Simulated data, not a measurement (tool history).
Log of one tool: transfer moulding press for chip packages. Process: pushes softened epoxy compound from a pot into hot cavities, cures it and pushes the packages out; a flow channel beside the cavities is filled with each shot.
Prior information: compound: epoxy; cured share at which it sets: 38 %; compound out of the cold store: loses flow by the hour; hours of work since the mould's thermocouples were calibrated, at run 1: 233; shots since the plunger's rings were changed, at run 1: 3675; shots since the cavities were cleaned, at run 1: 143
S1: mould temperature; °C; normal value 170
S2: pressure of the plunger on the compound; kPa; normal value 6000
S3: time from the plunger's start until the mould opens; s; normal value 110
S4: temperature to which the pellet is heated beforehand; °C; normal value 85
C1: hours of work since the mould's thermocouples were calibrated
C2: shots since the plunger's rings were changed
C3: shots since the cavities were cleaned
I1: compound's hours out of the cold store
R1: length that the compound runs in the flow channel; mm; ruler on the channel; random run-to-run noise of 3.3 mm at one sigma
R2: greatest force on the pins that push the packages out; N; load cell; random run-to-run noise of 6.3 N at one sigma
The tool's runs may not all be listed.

Run 1, hour 0: usual settings; C1 233; C2 3675; C3 143; I1 36.1. Result: R1 641 mm, R2 316 N.
Run 2, hour 9.6: usual settings; C1 239; C2 3771; C3 239; I1 19.4. Result: R1 690 mm, R2 343 N.
Run 3, hour 19.1: usual settings but S4 91 °C; C1 245; C2 3865; C3 333; I1 36.3. Result: R1 641 mm, R2 341 N.
Run 4, hour 32.2: usual settings; C1 254; C2 3995; C3 463; I1 11.8. Result: R1 702 mm, R2 400 N.
At hour 41.8: cavities cleaned with cleaning compound and waxed.
Run 5, hour 46.5: usual settings; C1 262; C2 4122; C3 47; I1 30.6. Result: R1 653 mm, R2 265 N.
Run 6, hour 55.5: usual settings; C1 267; C2 4211; C3 136; I1 9.1. Result: R1 715 mm, R2 311 N.
Run 7, hour 62.7: usual settings; C1 272; C2 4283; C3 208; I1 24.5. Result: R1 672 mm, R2 319 N.
Run 8, hour 72.8: usual settings; C1 278; C2 4384; C3 309; I1 30.3. Result: R1 653 mm, R2 344 N.
Run 9, hour 82.2: usual settings but S1 167 °C; C1 284; C2 4478; C3 403; I1 30.6. Result: R1 661 mm, R2 441 N.
Run 10, hour 91.3: usual settings; C1 290; C2 4567; C3 492; I1 18.4. Result: R1 686 mm, R2 364 N.
At hour 97.9: cavities cleaned with cleaning compound and waxed.
Run 11, hour 101.7: usual settings; C1 296; C2 4656; C3 38; I1 10.5. Result: R1 710 mm, R2 262 N.
Run 12, hour 115.5: usual settings; C1 304; C2 4793; C3 175; I1 37.7. Result: R1 626 mm, R2 303 N.
Run 13, hour 128.3: usual settings; C1 312; C2 4920; C3 302; I1 38. Result: R1 622 mm, R2 340 N.
Run 14, hour 139.9: usual settings; C1 320; C2 5036; C3 418; I1 17.3. Result: R1 683 mm, R2 374 N.
Run 15, hour 146.9: usual settings; C1 324; C2 5105; C3 487; I1 9.8. Result: R1 708 mm, R2 382 N.
At hour 154.4: cavities cleaned with cleaning compound and waxed.
Run 16, hour 161.5: usual settings; C1 332; C2 5235; C3 70; I1 44.6. Result: R1 601 mm, R2 261 N.
Run 17, hour 171: usual settings; C1 338; C2 5330; C3 165; I1 29.2. Result: R1 643 mm, R2 301 N.
Run 18, hour 183.3: usual settings but S1 162 °C, S2 7330 kPa, S3 99 s, S4 80 °C; C1 346; C2 5452; C3 287; I1 33.6. Result: R1 726 mm, R2 726 N.
At hour 188.5: mould's thermocouples calibrated.
At hour 191: plunger's sealing rings changed.
Run 19, hour 196.7: usual settings but S1 162 °C, S2 7330 kPa, S3 99 s, S4 80 °C; C1 4; C2 57; C3 375; I1 41.2. Result: R1 768 mm, R2 752 N.
Run 20, hour 205.7: usual settings but S1 162 °C, S2 7330 kPa, S3 130 s, S4 80 °C; C1 9; C2 147; C3 465; I1 22.7. Result: R1 833 mm, R2 512 N.
At hour 215.2: cavities cleaned with cleaning compound and waxed.
Run 21, hour 215.3: usual settings but S1 164 °C, S2 5540 kPa; C1 14; C2 227; C3 0; I1 26.9. Result: R1 699 mm, R2 399 N.
Run 22, hour 224: usual settings but S1 168 °C, S4 95 °C; C1 20; C2 313; C3 86; I1 46.9. Result: R1 652 mm, R2 305 N.
Run 23, hour 236.1: usual settings but S1 166 °C, S2 4670 kPa, S3 97 s, S4 82 °C; C1 28; C2 434; C3 207; I1 21.5. Result: R1 653 mm, R2 569 N.
Run 24, hour 246.8: usual settings but S1 172 °C, S2 4890 kPa, S3 119 s, S4 75 °C; C1 34; C2 541; C3 314; I1 43.7. Result: R1 585 mm, R2 301 N.
Run 25, hour 260.1: usual settings but S1 172 °C, S2 4890 kPa, S3 119 s, S4 75 °C; C1 43; C2 673; C3 446; I1 45.2. Result: R1 581 mm, R2 342 N.
At hour 271.3: cavities cleaned with cleaning compound and waxed.
Run 26, hour 272.8: usual settings but S1 172 °C, S2 4890 kPa, S3 119 s, S4 75 °C; C1 50; C2 783; C3 14; I1 38.2. Result: R1 590 mm, R2 217 N.
Run 27, hour 280.9: usual settings but S2 5240 kPa; C1 55; C2 865; C3 96; I1 34.1. Result: R1 633 mm, R2 301 N.
Run 28, hour 290.8: usual settings but S2 5240 kPa; C1 61; C2 962; C3 193; I1 36.4. Result: R1 618 mm, R2 323 N.
Run 29, hour 298.5: usual settings but S1 164 °C, S2 5600 kPa, S4 94 °C; C1 66; C2 1039; C3 270; I1 24.9. Result: R1 697 mm, R2 502 N.
Run 30, hour 309.4: usual settings but S1 168 °C, S3 116 s; C1 73; C2 1148; C3 379; I1 29.4. Result: R1 697 mm, R2 381 N.

Branching from run 30: 3 alternative next runs. What would each branch give?
Run A, hour 316.3: usual settings but S1 164 °C, S3 116 s, S4 81 °C; C1 77; C2 1216; C3 447; I1 17.4. Result: R1 ?, R2 ?.
Run B, hour 316.3: usual settings but S2 4840 kPa; C1 77; C2 1216; C3 447; I1 32.9. Result: R1 ?, R2 ?.
Run C, hour 316.3: usual settings but S1 168 °C, S3 116 s, S4 76 °C; C1 77; C2 1216; C3 447; I1 26.3. Result: R1 ?, R2 ?.

run   R1   R2
  A  748  534
  B  607  373
  C  704  405
Without the tool's unlogged condition, the same runs would have read:
run   R1   R2
  A  764  345
  B  619  241
  C  719  263
